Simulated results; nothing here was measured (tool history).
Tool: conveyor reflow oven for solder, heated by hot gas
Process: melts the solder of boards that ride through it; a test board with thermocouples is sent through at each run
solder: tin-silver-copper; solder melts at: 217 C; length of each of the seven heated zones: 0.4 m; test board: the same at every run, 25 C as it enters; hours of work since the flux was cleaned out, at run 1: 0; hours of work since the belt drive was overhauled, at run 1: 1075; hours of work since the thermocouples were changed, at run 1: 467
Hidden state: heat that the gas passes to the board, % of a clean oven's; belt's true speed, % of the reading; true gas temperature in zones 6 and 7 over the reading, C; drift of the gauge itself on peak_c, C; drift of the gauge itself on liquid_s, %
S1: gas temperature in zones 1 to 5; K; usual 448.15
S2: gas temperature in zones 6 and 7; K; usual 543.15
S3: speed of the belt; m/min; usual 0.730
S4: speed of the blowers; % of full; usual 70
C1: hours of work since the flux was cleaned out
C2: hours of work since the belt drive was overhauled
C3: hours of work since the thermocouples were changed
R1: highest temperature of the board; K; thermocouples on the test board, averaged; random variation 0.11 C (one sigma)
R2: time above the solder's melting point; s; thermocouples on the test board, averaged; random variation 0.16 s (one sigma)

run,hour,S1,S2,S3,S4,C1,C2,C3,R1,R2
1,0.0,448.15,543.15,0.730,70,0,1075,467,534.55,56.5
2,24.5,448.15,543.15,0.730,70,14,1089,480,534.45,56.8
3,60.9,448.15,543.15,0.730,70,34,1109,500,534.45,56.6
4,91.6,448.15,543.15,0.730,70,50,1126,517,534.15,56.8
5,136.1,448.15,543.15,0.759,70,75,1150,542,533.05,54.1
6,181.6,448.15,543.15,0.659,70,100,1175,567,536.45,64.5
7,228.8,448.15,543.15,0.659,70,126,1201,593,536.35,64.0
8,252.1,448.15,543.15,0.659,70,139,1214,606,536.45,64.2
9,283.4,448.15,543.15,0.659,70,156,1231,623,536.45,64.5
# hour 299.7: thermocouples of zones 6 and 7 changed
10,320.8,446.15,543.15,0.730,70,176,1251,12,532.55,55.3
11,359.2,446.15,543.15,0.730,70,197,1272,33,532.55,55.2
12,403.5,446.15,543.15,0.607,70,221,1296,57,536.75,69.8
# hour 412.6: flux residue cleaned out of gas plates and filters
13,455.0,438.15,543.15,0.607,70,23,1322,83,536.55,67.6
14,502.4,448.15,543.15,0.730,86,49,1348,109,535.25,57.3
15,536.7,448.15,543.15,0.730,86,68,1367,128,534.95,57.5
# hour 545.8: belt drive overhauled, speed set with a stopwatch
16,566.0,448.15,543.15,0.730,70,82,11,142,532.85,54.8
17,604.5,451.15,543.15,0.730,70,104,32,163,532.95,55.7
18,651.2,436.15,543.15,0.730,84,129,58,189,532.75,51.8
19,683.4,436.15,543.15,0.730,84,147,76,206,532.75,52.0
20,709.8,436.15,543.15,0.730,84,162,90,221,532.45,51.8
21,737.3,456.15,537.15,0.710,79,177,105,236,529.45,57.7
22,784.0,452.15,543.15,0.821,89,202,131,262,531.85,49.1
# hour 827.1: flux residue cleaned out of gas plates and filters
23,838.3,462.15,556.15,0.730,70,6,158,289,547.25,64.5
24,881.5,460.15,534.15,0.730,57,30,182,313,525.15,54.7
25,915.3,449.15,550.15,0.766,53,49,201,331,536.35,53.7
26,954.2,449.15,550.15,0.766,53,70,222,353,536.15,53.7
27,1000.8,449.15,550.15,0.766,53,96,248,378,536.05,53.6
28,1033.5,454.15,555.15,0.727,70,114,266,396,545.35,61.7
29,1067.2,454.15,555.15,0.727,70,132,284,415,545.25,62.1
30,1091.4,454.15,555.15,0.727,70,146,298,428,545.25,62.0
31,1134.5,454.15,555.15,0.727,70,169,322,452,545.35,61.9

3 ways to go on from here, each from the tool as it stands after run 31. What would each give?
A,1166.0,448.15,547.15,0.730,70,187,339,469,?,?
B,1166.0,454.15,555.15,0.588,70,187,339,469,?,?
C,1166.0,448.15,550.15,0.635,73,187,339,469,?,?

run,R1,R2
A,536.95,56.7
B,549.95,78.5
C,543.45,68.6
Without the tool's hidden state the same runs would have given:
run,R1,R2
A,536.65,56.4
B,549.45,77.9
C,542.95,68.1

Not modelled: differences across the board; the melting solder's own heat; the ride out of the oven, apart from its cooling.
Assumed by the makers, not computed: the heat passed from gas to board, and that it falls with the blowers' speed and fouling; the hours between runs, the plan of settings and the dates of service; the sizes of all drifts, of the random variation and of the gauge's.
